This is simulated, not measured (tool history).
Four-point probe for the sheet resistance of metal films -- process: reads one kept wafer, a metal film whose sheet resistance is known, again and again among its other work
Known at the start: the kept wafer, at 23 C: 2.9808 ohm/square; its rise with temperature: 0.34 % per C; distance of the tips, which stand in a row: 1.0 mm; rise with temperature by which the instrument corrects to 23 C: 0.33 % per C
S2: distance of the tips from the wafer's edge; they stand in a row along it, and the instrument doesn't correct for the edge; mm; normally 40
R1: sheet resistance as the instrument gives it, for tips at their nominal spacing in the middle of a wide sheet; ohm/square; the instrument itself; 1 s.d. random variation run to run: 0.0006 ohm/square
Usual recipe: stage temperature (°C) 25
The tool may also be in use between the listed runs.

Run 1, hour 0: usual settings. Result: R1 2.989655 ohm/square.
Run 2, hour 79.5: usual settings. Result: R1 2.990189 ohm/square.
Run 3, hour 155.8: usual settings. Result: R1 2.990209 ohm/square.
Run 4, hour 238.3: usual settings. Result: R1 2.989909 ohm/square.
Run 5, hour 329.7: usual settings. Result: R1 2.98983 ohm/square.
At hour 373.4: stage's thermometer calibrated.
Run 6, hour 447.6: usual settings. Result: R1 2.987397 ohm/square.
Run 7, hour 507.5: usual settings but S2 32 mm. Result: R1 2.9883 ohm/square.
At hour 550.9: stage's thermometer calibrated, once more.
Run 8, hour 593.6: usual settings but S2 32 mm. Result: R1 2.999844 ohm/square.
Run 9, hour 713.5: usual settings but S2 14 mm. Result: R1 3.006132 ohm/square.
Run 10, hour 808.7: usual settings but S2 14 mm. Result: R1 3.007193 ohm/square.
Run 11, hour 860.5: usual settings but S2 14 mm. Result: R1 3.007328 ohm/square.
Run 12, hour 952.3: usual settings but S2 14 mm. Result: R1 3.007598 ohm/square.
Run 13, hour 1055.6: usual settings but S2 14 mm. Result: R1 3.007534 ohm/square.
Run 14, hour 1137: usual settings but S2 14 mm. Result: R1 3.008328 ohm/square.
Run 15, hour 1241.5: usual settings but S2 14 mm. Result: R1 3.009352 ohm/square.
Run 16, hour 1302.3: usual settings but S2 14 mm. Result: R1 3.007736 ohm/square.
Run 17, hour 1410.5: usual settings but stage temperature (°C) 34, S2 9 mm. Result: R1 3.022213 ohm/square.
Run 18, hour 1477.9: usual settings but stage temperature (°C) 27. Result: R1 3.002276 ohm/square.
Run 19, hour 1533.3: usual settings but stage temperature (°C) 27. Result: R1 3.002035 ohm/square.
Run 20, hour 1634.9: usual settings but stage temperature (°C) 27. Result: R1 3.001149 ohm/square.
Run 21, hour 1735.4: usual settings but stage temperature (°C) 27, S2 54 mm. Result: R1 3.002329 ohm/square.
Run 22, hour 1818.8: usual settings but stage temperature (°C) 21, S2 17 mm. Result: R1 3.005368 ohm/square.
Run 23, hour 1881.6: usual settings but stage temperature (°C) 20, S2 3 mm. Result: R1 3.167718 ohm/square.
Run 24, hour 1988.8: usual settings but stage temperature (°C) 21. Result: R1 3.000372 ohm/square.
Run 25, hour 2039.1: usual settings but stage temperature (°C) 21. Result: R1 3.001015 ohm/square.
Run 26, hour 2135.4: usual settings but stage temperature (°C) 21. Result: R1 3.000601 ohm/square.
Run 27, hour 2256.4: usual settings but stage temperature (°C) 21. Result: R1 3.00129 ohm/square.
Run 28, hour 2354.3: usual settings but S2 43 mm. Result: R1 3.002815 ohm/square.
Run 29, hour 2421.2: usual settings but S2 39 mm. Result: R1 3.003064 ohm/square.
Run 30, hour 2506.6: usual settings but stage temperature (°C) 22, S2 29 mm. Result: R1 3.004692 ohm/square.
Run 31, hour 2600.9: usual settings but stage temperature (°C) 22, S2 29 mm. Result: R1 3.003661 ohm/square.
Run 32, hour 2658.9: usual settings but stage temperature (°C) 19, S2 16 mm. Result: R1 3.006751 ohm/square.

3 ways to go on from here, each from the tool as it stands after run 32. What would each give?
Run A, hour 2761.4: usual settings but stage temperature (°C) 22, S2 16 mm. Result: R1 ?.
Run B, hour 2761.4: usual settings but stage temperature (°C) 24, S2 47 mm. Result: R1 ?.
Run C, hour 2761.4: usual settings but stage temperature (°C) 22, S2 24 mm. Result: R1 ?.

run        R1
  A  3.007814
  B  3.003107
  C  3.005558
With no hidden state in the tool, these same runs would have given:
run        R1
  A  2.986521
  B  2.981822
  C  2.984279
